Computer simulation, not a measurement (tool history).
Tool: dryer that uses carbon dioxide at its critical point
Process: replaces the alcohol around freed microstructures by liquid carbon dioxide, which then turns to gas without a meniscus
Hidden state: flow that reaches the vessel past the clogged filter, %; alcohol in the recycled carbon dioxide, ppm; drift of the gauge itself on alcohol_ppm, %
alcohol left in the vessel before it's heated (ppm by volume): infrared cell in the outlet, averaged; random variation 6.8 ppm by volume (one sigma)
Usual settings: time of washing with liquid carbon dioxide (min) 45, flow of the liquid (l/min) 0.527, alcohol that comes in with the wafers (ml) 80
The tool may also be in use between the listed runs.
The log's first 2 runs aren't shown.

run	hour	time of washing with liquid carbon dioxide (min)	flow of the liquid (l/min)	alcohol that comes in with the wafers (ml)	hours of work since the filter was changed	hours of work since the purifier's bed was changed	alcohol left in the vessel before it's heated (ppm by volume)
3	34.3	45	0.527	80	204	279	433
4	46.8	45	0.527	80	208	283	422
5	59.2	45	0.527	80	212	287	439
6	69.9	45	0.527	66	215	291	375
7	88.9	45	0.686	80	221	297	170
8	100.2	45	0.527	47	225	301	283
9	109.1	45	0.527	47	228	304	289
10	118.6	45	0.527	47	231	307	294
11	138.4	36	0.527	80	238	313	895
12	158.4	34	0.527	80	244	320	1095
13	177.7	34	0.527	80	251	326	1069
14	193.8	34	0.527	80	256	331	1085
15	205.4	34	0.527	80	260	335	1086
16	214.5	34	0.527	80	263	338	1099
# hour 217.5: inlet filter changed
17	232.9	45	0.527	80	5	344	386
18	252.9	45	0.527	80	12	350	392
19	269.2	45	0.878	63	17	356	86
20	285.3	46	0.803	49	22	361	87
21	294.7	45	0.762	80	25	364	125
22	303.9	45	0.632	89	28	367	232
23	323.8	45	0.632	89	35	374	231
24	339.9	28	0.432	80	40	379	2631

Run 25 comes next. What will it give?
25	353.9	68	0.529	20	45	384	?

alcohol left in the vessel before it's heated (ppm by volume): 103
Without the tool's hidden state the same run would have given alcohol left in the vessel before it's heated (ppm by volume) 26.

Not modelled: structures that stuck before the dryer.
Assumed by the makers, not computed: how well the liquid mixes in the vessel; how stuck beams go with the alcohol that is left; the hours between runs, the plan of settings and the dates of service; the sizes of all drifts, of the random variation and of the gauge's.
